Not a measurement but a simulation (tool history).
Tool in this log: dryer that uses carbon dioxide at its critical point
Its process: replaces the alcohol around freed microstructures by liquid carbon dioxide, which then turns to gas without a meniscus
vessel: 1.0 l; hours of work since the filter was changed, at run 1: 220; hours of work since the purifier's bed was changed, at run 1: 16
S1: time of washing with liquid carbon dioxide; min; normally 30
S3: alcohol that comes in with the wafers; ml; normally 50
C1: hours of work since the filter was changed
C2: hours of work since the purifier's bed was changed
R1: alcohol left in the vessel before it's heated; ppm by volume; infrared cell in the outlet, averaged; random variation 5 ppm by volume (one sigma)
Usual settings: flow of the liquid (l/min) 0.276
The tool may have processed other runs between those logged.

run 1 hour=0.0 | S1=30 flow_of_the_liquid_(l/min)=0.276 S3=50 | C1=220 C2=16 | R1=55
-- hour=34.9 inlet filter changed
run 2 hour=35.5 | S1=30 flow_of_the_liquid_(l/min)=0.276 S3=50 | C1=0 C2=43 | R1=31
run 3 hour=73.0 | S1=38 flow_of_the_liquid_(l/min)=0.276 S3=50 | C1=29 C2=71 | R1=28
run 4 hour=102.2 | S1=38 flow_of_the_liquid_(l/min)=0.276 S3=50 | C1=52 C2=94 | R1=29
run 5 hour=137.1 | S1=38 flow_of_the_liquid_(l/min)=0.197 S3=50 | C1=78 C2=121 | R1=78
run 6 hour=161.8 | S1=30 flow_of_the_liquid_(l/min)=0.276 S3=50 | C1=97 C2=140 | R1=74
run 7 hour=195.8 | S1=30 flow_of_the_liquid_(l/min)=0.276 S3=50 | C1=124 C2=166 | R1=82
run 8 hour=239.8 | S1=30 flow_of_the_liquid_(l/min)=0.276 S3=50 | C1=157 C2=200 | R1=105
run 9 hour=289.4 | S1=30 flow_of_the_liquid_(l/min)=0.276 S3=50 | C1=195 C2=238 | R1=122
run 10 hour=322.7 | S1=30 flow_of_the_liquid_(l/min)=0.276 S3=50 | C1=221 C2=263 | R1=130
-- hour=356.7 inlet filter changed
run 11 hour=356.7 | S1=30 flow_of_the_liquid_(l/min)=0.303 S3=50 | C1=0 C2=288 | R1=101
run 12 hour=401.4 | S1=30 flow_of_the_liquid_(l/min)=0.303 S3=50 | C1=34 C2=323 | R1=114
run 13 hour=437.0 | S1=30 flow_of_the_liquid_(l/min)=0.303 S3=50 | C1=62 C2=350 | R1=135
run 14 hour=467.3 | S1=30 flow_of_the_liquid_(l/min)=0.276 S3=37 | C1=85 C2=373 | R1=137
run 15 hour=512.7 | S1=30 flow_of_the_liquid_(l/min)=0.276 S3=39 | C1=120 C2=408 | R1=153
run 16 hour=559.0 | S1=30 flow_of_the_liquid_(l/min)=0.276 S3=39 | C1=155 C2=444 | R1=173
run 17 hour=591.8 | S1=30 flow_of_the_liquid_(l/min)=0.276 S3=39 | C1=180 C2=469 | R1=178
run 18 hour=641.8 | S1=30 flow_of_the_liquid_(l/min)=0.276 S3=39 | C1=219 C2=507 | R1=214
-- hour=680.3 inlet filter changed
run 19 hour=681.4 | S1=30 flow_of_the_liquid_(l/min)=0.276 S3=50 | C1=1 C2=537 | R1=187
run 20 hour=739.3 | S1=30 flow_of_the_liquid_(l/min)=0.276 S3=50 | C1=45 C2=581 | R1=198
run 21 hour=791.5 | S1=30 flow_of_the_liquid_(l/min)=0.298 S3=50 | C1=85 C2=621 | R1=204
run 22 hour=842.7 | S1=30 flow_of_the_liquid_(l/min)=0.298 S3=50 | C1=125 C2=661 | R1=236
run 23 hour=882.7 | S1=30 flow_of_the_liquid_(l/min)=0.298 S3=50 | C1=155 C2=691 | R1=236
run 24 hour=922.9 | S1=30 flow_of_the_liquid_(l/min)=0.298 S3=50 | C1=186 C2=722 | R1=262
run 25 hour=949.5 | S1=29 flow_of_the_liquid_(l/min)=0.276 S3=71 | C1=207 C2=743 | R1=319

Expected results for the next run?
-- hour=1002.0 inlet filter changed
run 26 hour=1007.2 | S1=29 flow_of_the_liquid_(l/min)=0.276 S3=35 | C1=4 C2=786 | R1=?

Run 26 yielded R1 262 ppm by volume.
The same run, on a tool lacking any hidden state, would have yielded R1 16 ppm by volume.

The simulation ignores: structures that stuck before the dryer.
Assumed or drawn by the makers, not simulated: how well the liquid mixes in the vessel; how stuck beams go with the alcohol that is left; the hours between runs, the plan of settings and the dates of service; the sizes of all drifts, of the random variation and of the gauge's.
